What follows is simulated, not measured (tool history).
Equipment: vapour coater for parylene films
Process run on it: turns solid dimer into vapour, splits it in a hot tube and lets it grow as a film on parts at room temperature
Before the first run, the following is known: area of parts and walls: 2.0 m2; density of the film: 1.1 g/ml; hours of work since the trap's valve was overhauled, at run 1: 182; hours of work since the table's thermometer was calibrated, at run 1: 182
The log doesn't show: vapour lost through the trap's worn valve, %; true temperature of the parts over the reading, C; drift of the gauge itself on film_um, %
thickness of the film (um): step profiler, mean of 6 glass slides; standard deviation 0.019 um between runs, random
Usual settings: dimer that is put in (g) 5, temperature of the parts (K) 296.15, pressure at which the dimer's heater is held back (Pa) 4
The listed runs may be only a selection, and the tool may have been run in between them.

run   hour  dimer that is put in (g)  temperature of the parts (K)  pressure at which the dimer's heater is held back (Pa)  hours of work since the trap's valve was overhauled  hours of work since the table's thermometer was calibrated  thickness of the film (um)
  1      0                         5                        296.15                                                       4                                                  182                                                         182                        1.63
  2   34.5                         5                        296.15                                                    3.03                                                  197                                                         197                        1.62
  3   90.9                         5                        296.15                                                    3.03                                                  222                                                         222                         1.6
  4  120.5                         5                        296.15                                                    5.21                                                  235                                                         235                        1.56
  5  156.8                         5                        296.15                                                    5.21                                                  251                                                         251                        1.56
  6  190.2                         3                        296.15                                                    5.21                                                  266                                                         266                        0.93
  7  224.1                         3                        296.15                                                    5.21                                                  281                                                         281                        0.93
  8  270.3                         3                        296.15                                                    5.21                                                  301                                                         301                        0.94
  9  300.5                         3                        296.15                                                    5.21                                                  314                                                         314                        0.94
 10  333.9                         3                        296.15                                                    5.21                                                  329                                                         329                        0.93
 11  381.9                         9                        296.15                                                       4                                                  350                                                         350                        2.87
 12  440.4                         6                        291.15                                                       5                                                  376                                                         376                        2.18
 13  501.1                         6                        291.15                                                       5                                                  403                                                         403                        2.18
 14  551.1                         2                        300.15                                                   10.68                                                  425                                                         425                        0.55
 15  595.2                         3                        300.15                                                    7.05                                                  445                                                         445                        0.82
 16  640.9                         5                        302.15                                                       4                                                  465                                                         465                        1.38
 17  668.9                         2                        288.15                                                    6.66                                                  477                                                         477                        0.75
 18  716.8                         2                        288.15                                                    3.54                                                  498                                                         498                        0.77
 19  759.8                         6                        288.15                                                    5.45                                                  517                                                         517                        2.32
 20  816.3                         4                        296.15                                                    4.82                                                  542                                                         542                        1.28
 21  850.3                         4                        296.15                                                   11.39                                                  557                                                         557                        1.19
 22    896                         4                        296.15                                                   11.39                                                  577                                                         577                         1.2

Alternative continuations, all from the tool just after run 22; predict every row:
  A  932.8                         5                        301.15                                                       4                                                  594                                                         594                           ?
  B  932.8                         4                        302.15                                                   11.39                                                  594                                                         594                           ?
  C  932.8                         7                        303.15                                                    3.88                                                  594                                                         594                           ?

run  thickness of the film (um)
  A                        1.42
  B                        1.01
  C                        1.85
Without the tool's hidden state the same runs would have given:
run  thickness of the film (um)
  A                        1.42
  B                        1.02
  C                        1.86

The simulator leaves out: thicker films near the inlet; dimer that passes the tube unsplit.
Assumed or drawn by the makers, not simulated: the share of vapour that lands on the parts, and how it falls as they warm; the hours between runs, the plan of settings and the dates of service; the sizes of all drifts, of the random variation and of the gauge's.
